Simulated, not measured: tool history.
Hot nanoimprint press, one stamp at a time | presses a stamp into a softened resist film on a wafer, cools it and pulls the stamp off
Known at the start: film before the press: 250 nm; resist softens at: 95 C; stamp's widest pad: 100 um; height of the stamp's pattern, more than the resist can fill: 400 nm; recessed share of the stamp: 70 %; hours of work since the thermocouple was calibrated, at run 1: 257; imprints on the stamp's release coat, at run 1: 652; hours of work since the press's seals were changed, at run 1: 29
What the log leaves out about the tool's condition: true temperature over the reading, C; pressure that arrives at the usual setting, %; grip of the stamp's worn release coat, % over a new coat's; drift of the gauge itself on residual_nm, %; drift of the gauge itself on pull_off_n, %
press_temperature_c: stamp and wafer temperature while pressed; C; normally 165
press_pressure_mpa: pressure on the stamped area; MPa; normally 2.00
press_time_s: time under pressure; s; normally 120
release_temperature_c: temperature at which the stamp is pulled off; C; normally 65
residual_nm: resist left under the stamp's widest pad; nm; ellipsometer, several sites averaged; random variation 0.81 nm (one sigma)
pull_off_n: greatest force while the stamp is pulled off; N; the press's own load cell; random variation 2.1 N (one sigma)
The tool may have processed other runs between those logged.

| run | hour | press_temperature_c | press_pressure_mpa | press_time_s | release_temperature_c | hours of work since the thermocouple was calibrated | imprints on the stamp's release coat | hours of work since the press's seals were changed | residual_nm | pull_off_n |
|---|---|---|---|---|---|---|---|---|---|---|
| 1 | 0.0 | 165 | 2.00 | 120 | 65 | 257 | 652 | 29 | 104.0 | 113 |
| 2 | 11.9 | 165 | 2.00 | 120 | 65 | 264 | 688 | 37 | 101.8 | 109 |
| 3 | 20.4 | 165 | 1.80 | 120 | 65 | 269 | 714 | 42 | 107.6 | 109 |
| 4 | 33.1 | 165 | 2.00 | 101 | 65 | 277 | 752 | 50 | 108.5 | 105 |
| 5 | 51.3 | 170 | 2.00 | 101 | 65 | 289 | 807 | 61 | 86.5 | 109 |
| 6 | 71.8 | 170 | 2.00 | 101 | 65 | 302 | 870 | 74 | 87.8 | 113 |
| 7 | 83.7 | 170 | 2.00 | 101 | 65 | 309 | 906 | 81 | 87.7 | 114 |
|  | 100.8 | stamp cleaned and given a new release coat |
| 8 | 106.1 | 170 | 2.00 | 101 | 65 | 319 | 16 | 92 | 88.1 | 92 |
| 9 | 123.3 | 170 | 2.00 | 101 | 65 | 330 | 69 | 102 | 86.1 | 92 |
| 10 | 133.9 | 170 | 2.00 | 101 | 65 | 337 | 101 | 109 | 86.3 | 93 |
| 11 | 142.5 | 165 | 2.00 | 101 | 65 | 342 | 127 | 114 | 108.1 | 96 |
| 12 | 157.4 | 165 | 2.00 | 120 | 65 | 351 | 172 | 124 | 98.0 | 96 |
| 13 | 167.3 | 165 | 2.00 | 120 | 65 | 358 | 203 | 130 | 101.3 | 93 |
|  | 181.4 | plate thermocouple calibrated |
| 14 | 191.2 | 165 | 2.00 | 120 | 65 | 6 | 266 | 143 | 107.1 | 99 |
| 15 | 206.0 | 165 | 2.00 | 120 | 65 | 15 | 311 | 152 | 107.2 | 98 |
| 16 | 219.1 | 170 | 2.32 | 112 | 61 | 24 | 351 | 160 | 82.8 | 106 |
| 17 | 235.1 | 160 | 1.70 | 60 | 59 | 34 | 399 | 170 | 171.9 | 106 |
| 18 | 246.5 | 157 | 1.42 | 70 | 65 | 41 | 434 | 178 | 190.1 | 102 |
| 19 | 256.5 | 165 | 2.00 | 182 | 72 | 47 | 464 | 184 | 90.6 | 94 |
| 20 | 275.6 | 175 | 2.29 | 80 | 52 | 59 | 522 | 196 | 77.2 | 115 |
| 21 | 290.5 | 175 | 2.29 | 80 | 52 | 68 | 568 | 205 | 77.3 | 117 |
| 22 | 302.0 | 175 | 1.57 | 200 | 52 | 75 | 602 | 212 | 60.7 | 112 |
| 23 | 315.9 | 159 | 1.57 | 200 | 52 | 84 | 645 | 221 | 125.4 | 121 |
| 24 | 336.6 | 167 | 1.26 | 200 | 52 | 97 | 708 | 234 | 96.6 | 120 |
| 25 | 353.8 | 163 | 2.18 | 142 | 65 | 108 | 760 | 245 | 103.8 | 109 |
| 26 | 372.9 | 155 | 2.18 | 67 | 57 | 120 | 818 | 257 | 182.5 | 124 |
| 27 | 393.8 | 155 | 2.18 | 67 | 57 | 133 | 881 | 270 | 182.7 | 123 |
| 28 | 409.7 | 165 | 2.00 | 72 | 55 | 143 | 930 | 280 | 127.8 | 124 |
|  | 418.5 | stamp cleaned and given a new release coat |
| 29 | 426.9 | 163 | 2.00 | 120 | 65 | 150 | 26 | 287 | 115.7 | 92 |

5 ways to go on from here, each from the tool as it stands after run 29. What would each give?
| A | 439.2 | 165 | 2.00 | 120 | 57 | 157 | 63 | 294 | ? | ? |
| B | 439.2 | 175 | 2.00 | 120 | 66 | 157 | 63 | 294 | ? | ? |
| C | 439.2 | 166 | 2.76 | 120 | 68 | 157 | 63 | 294 | ? | ? |
| D | 439.2 | 156 | 2.52 | 120 | 65 | 157 | 63 | 294 | ? | ? |
| E | 439.2 | 168 | 1.73 | 120 | 65 | 157 | 63 | 294 | ? | ? |

| run | residual_nm | pull_off_n |
|---|---|---|
| A | 103.5 | 101 |
| B | 66.1 | 91 |
| C | 86.1 | 88 |
| D | 142.3 | 89 |
| E | 97.5 | 92 |
Without the tool's hidden state the same runs would have given:
| run | residual_nm | pull_off_n |
|---|---|---|
| A | 106.1 | 100 |
| B | 67.7 | 90 |
| C | 88.1 | 87 |
| D | 145.5 | 88 |
| E | 100.0 | 91 |
